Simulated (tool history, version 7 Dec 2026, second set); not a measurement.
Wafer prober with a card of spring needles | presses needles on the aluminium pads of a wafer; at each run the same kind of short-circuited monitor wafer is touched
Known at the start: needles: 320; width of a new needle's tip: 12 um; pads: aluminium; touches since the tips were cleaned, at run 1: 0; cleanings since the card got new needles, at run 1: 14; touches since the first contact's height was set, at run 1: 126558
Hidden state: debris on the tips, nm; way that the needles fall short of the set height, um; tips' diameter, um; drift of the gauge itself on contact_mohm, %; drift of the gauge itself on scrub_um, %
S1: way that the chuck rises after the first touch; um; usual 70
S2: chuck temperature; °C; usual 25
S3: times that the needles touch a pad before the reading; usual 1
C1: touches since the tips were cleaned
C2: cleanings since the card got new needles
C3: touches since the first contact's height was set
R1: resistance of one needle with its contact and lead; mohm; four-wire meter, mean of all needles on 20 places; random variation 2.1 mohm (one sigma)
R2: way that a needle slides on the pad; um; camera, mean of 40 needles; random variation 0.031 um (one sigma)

{"run": 1, "hour": 0.0, "S1": 70, "S2": 25, "S3": 1, "C1": 0, "C2": 14, "C3": 126558, "R1": 234, "R2": 9.93}
{"hour": 18.6, "done": "height of the first contact set anew"}
{"hour": 24.3, "done": "tips cleaned on abrasive film"}
{"run": 2, "hour": 30.9, "S1": 70, "S2": 25, "S3": 1, "C1": 2374, "C2": 15, "C3": 4376, "R1": 288, "R2": 10.08}
{"hour": 48.1, "done": "tips cleaned on abrasive film"}
{"hour": 69.6, "done": "tips cleaned on abrasive film"}
{"run": 3, "hour": 83.0, "S1": 70, "S2": 25, "S3": 1, "C1": 4796, "C2": 17, "C3": 22856, "R1": 323, "R2": 10.08}
{"hour": 93.2, "done": "tips cleaned on abrasive film"}
{"hour": 116.9, "done": "tips cleaned on abrasive film"}
{"run": 4, "hour": 116.9, "S1": 70, "S2": 25, "S3": 3, "C1": 0, "C2": 19, "C3": 34847, "R1": 237, "R2": 10.01}
{"hour": 138.6, "done": "tips cleaned on abrasive film"}
{"run": 5, "hour": 152.7, "S1": 70, "S2": 25, "S3": 1, "C1": 5025, "C2": 20, "C3": 47564, "R1": 315, "R2": 9.97}
{"hour": 161.8, "done": "tips cleaned on abrasive film"}
{"hour": 183.3, "done": "tips cleaned on abrasive film"}
{"run": 6, "hour": 194.0, "S1": 70, "S2": 25, "S3": 1, "C1": 3835, "C2": 22, "C3": 62208, "R1": 311, "R2": 10.01}
{"hour": 206.7, "done": "tips cleaned on abrasive film"}
{"hour": 228.2, "done": "tips cleaned on abrasive film"}
{"run": 7, "hour": 236.6, "S1": 70, "S2": 25, "S3": 2, "C1": 2977, "C2": 24, "C3": 77277, "R1": 277, "R2": 9.93}
{"hour": 250.2, "done": "tips cleaned on abrasive film"}
{"run": 8, "hour": 259.4, "S1": 70, "S2": 25, "S3": 2, "C1": 3298, "C2": 25, "C3": 85382, "R1": 278, "R2": 9.97}
{"hour": 274.5, "done": "tips cleaned on abrasive film"}
{"hour": 296.6, "done": "tips cleaned on abrasive film"}
{"run": 9, "hour": 296.6, "S1": 73, "S2": 25, "S3": 1, "C1": 0, "C2": 27, "C3": 98548, "R1": 235, "R2": 10.43}
{"hour": 322.1, "done": "tips cleaned on abrasive film"}
{"run": 10, "hour": 340.0, "S1": 73, "S2": 25, "S3": 1, "C1": 6391, "C2": 28, "C3": 113976, "R1": 324, "R2": 10.34}
{"hour": 346.3, "done": "tips cleaned on abrasive film"}
{"hour": 369.7, "done": "tips cleaned on abrasive film"}
{"run": 11, "hour": 380.4, "S1": 73, "S2": 25, "S3": 1, "C1": 3797, "C2": 30, "C3": 128286, "R1": 306, "R2": 10.29}
{"hour": 392.3, "done": "tips cleaned on abrasive film"}
{"hour": 392.6, "done": "height of the first contact set anew"}
{"run": 12, "hour": 412.9, "S1": 73, "S2": 25, "S3": 1, "C1": 7242, "C2": 31, "C3": 7242, "R1": 336, "R2": 10.5}
{"hour": 417.7, "done": "tips cleaned on abrasive film"}
{"run": 13, "hour": 436.5, "S1": 70, "S2": 25, "S3": 1, "C1": 6721, "C2": 32, "C3": 15616, "R1": 342, "R2": 10.08}
{"hour": 439.2, "done": "tips cleaned on abrasive film"}
{"hour": 461.8, "done": "tips cleaned on abrasive film"}
{"run": 14, "hour": 472.0, "S1": 70, "S2": 120, "S3": 1, "C1": 3623, "C2": 34, "C3": 28163, "R1": 332, "R2": 10.08}
{"hour": 483.2, "done": "tips cleaned on abrasive film"}
{"run": 15, "hour": 495.8, "S1": 73, "S2": 27, "S3": 1, "C1": 4508, "C2": 35, "C3": 36622, "R1": 317, "R2": 10.47}
{"hour": 506.0, "done": "tips cleaned on abrasive film"}
{"hour": 529.0, "done": "tips cleaned on abrasive film"}
{"run": 16, "hour": 530.9, "S1": 73, "S2": 42, "S3": 2, "C1": 675, "C2": 37, "C3": 49032, "R1": 255, "R2": 10.48}
{"hour": 551.7, "done": "tips cleaned on abrasive film"}
{"run": 17, "hour": 571.2, "S1": 73, "S2": 91, "S3": 2, "C1": 6929, "C2": 38, "C3": 63352, "R1": 305, "R2": 10.48}
{"hour": 574.5, "done": "tips cleaned on abrasive film"}
{"hour": 597.1, "done": "tips cleaned on abrasive film"}
{"run": 18, "hour": 610.0, "S1": 85, "S2": 48, "S3": 2, "C1": 4590, "C2": 40, "C3": 77114, "R1": 279, "R2": 12.11}
{"hour": 621.3, "done": "tips cleaned on abrasive film"}
{"run": 19, "hour": 635.3, "S1": 85, "S2": 48, "S3": 2, "C1": 5010, "C2": 41, "C3": 86088, "R1": 276, "R2": 12.17}
{"hour": 645.6, "done": "tips cleaned on abrasive film"}
{"hour": 667.8, "done": "tips cleaned on abrasive film"}
{"run": 20, "hour": 677.9, "S1": 80, "S2": 72, "S3": 3, "C1": 3576, "C2": 43, "C3": 101165, "R1": 265, "R2": 11.38}
{"hour": 689.9, "done": "tips cleaned on abrasive film"}
{"run": 21, "hour": 708.6, "S1": 54, "S2": 32, "S3": 2, "C1": 6682, "C2": 44, "C3": 112087, "R1": 348, "R2": 7.64}
{"hour": 713.2, "done": "tips cleaned on abrasive film"}
{"hour": 737.4, "done": "tips cleaned on abrasive film"}
{"hour": 760.0, "done": "tips cleaned on abrasive film"}
{"run": 22, "hour": 760.0, "S1": 83, "S2": 47, "S3": 2, "C1": 0, "C2": 47, "C3": 130268, "R1": 238, "R2": 11.75}
{"hour": 767.7, "done": "height of the first contact set anew"}
{"hour": 782.4, "done": "tips cleaned on abrasive film"}
{"run": 23, "hour": 790.8, "S1": 83, "S2": 117, "S3": 2, "C1": 2998, "C2": 48, "C3": 8170, "R1": 284, "R2": 11.99}
{"hour": 803.8, "done": "tips cleaned on abrasive film"}
{"run": 24, "hour": 816.5, "S1": 70, "S2": 91, "S3": 1, "C1": 4530, "C2": 49, "C3": 17296, "R1": 337, "R2": 10.09}
{"hour": 827.6, "done": "tips cleaned on abrasive film"}
{"hour": 849.2, "done": "tips cleaned on abrasive film"}
{"run": 25, "hour": 855.4, "S1": 70, "S2": 25, "S3": 1, "C1": 2223, "C2": 51, "C3": 31084, "R1": 296, "R2": 10.09}
{"hour": 873.3, "done": "tips cleaned on abrasive film"}
{"hour": 897.7, "done": "tips cleaned on abrasive film"}
{"run": 26, "hour": 899.6, "S1": 88, "S2": 60, "S3": 2, "C1": 693, "C2": 53, "C3": 46752, "R1": 250, "R2": 12.66}
{"hour": 920.3, "done": "tips cleaned on abrasive film"}
{"hour": 942.2, "done": "tips cleaned on abrasive film"}
{"run": 27, "hour": 949.6, "S1": 89, "S2": 92, "S3": 2, "C1": 2643, "C2": 55, "C3": 64487, "R1": 270, "R2": 12.76}
{"hour": 964.4, "done": "tips cleaned on abrasive film"}
{"run": 28, "hour": 978.8, "S1": 70, "S2": 36, "S3": 1, "C1": 5128, "C2": 56, "C3": 74829, "R1": 338, "R2": 9.98}

The same runs without the tool's hidden state, with the same run-to-run variation:
run=1 R1=227 R2=10.11
run=2 R1=229 R2=10.09
run=3 R1=231 R2=10.12
run=4 R1=235 R2=10.07
run=5 R1=228 R2=10.04
run=6 R1=230 R2=10.11
run=7 R1=231 R2=10.06
run=8 R1=228 R2=10.11
run=9 R1=230 R2=10.6
run=10 R1=229 R2=10.51
run=11 R1=230 R2=10.49
run=12 R1=232 R2=10.5
run=13 R1=233 R2=10.09
run=14 R1=255 R2=10.12
run=15 R1=230 R2=10.53
run=16 R1=238 R2=10.55
run=17 R1=249 R2=10.57
run=18 R1=238 R2=12.23
run=19 R1=235 R2=12.3
run=20 R1=241 R2=11.53
run=21 R1=238 R2=7.81
run=22 R1=233 R2=11.95
run=23 R1=253 R2=12.01
run=24 R1=249 R2=10.11
run=25 R1=231 R2=10.14
run=26 R1=238 R2=12.73
run=27 R1=244 R2=12.86
run=28 R1=231 R2=10.1
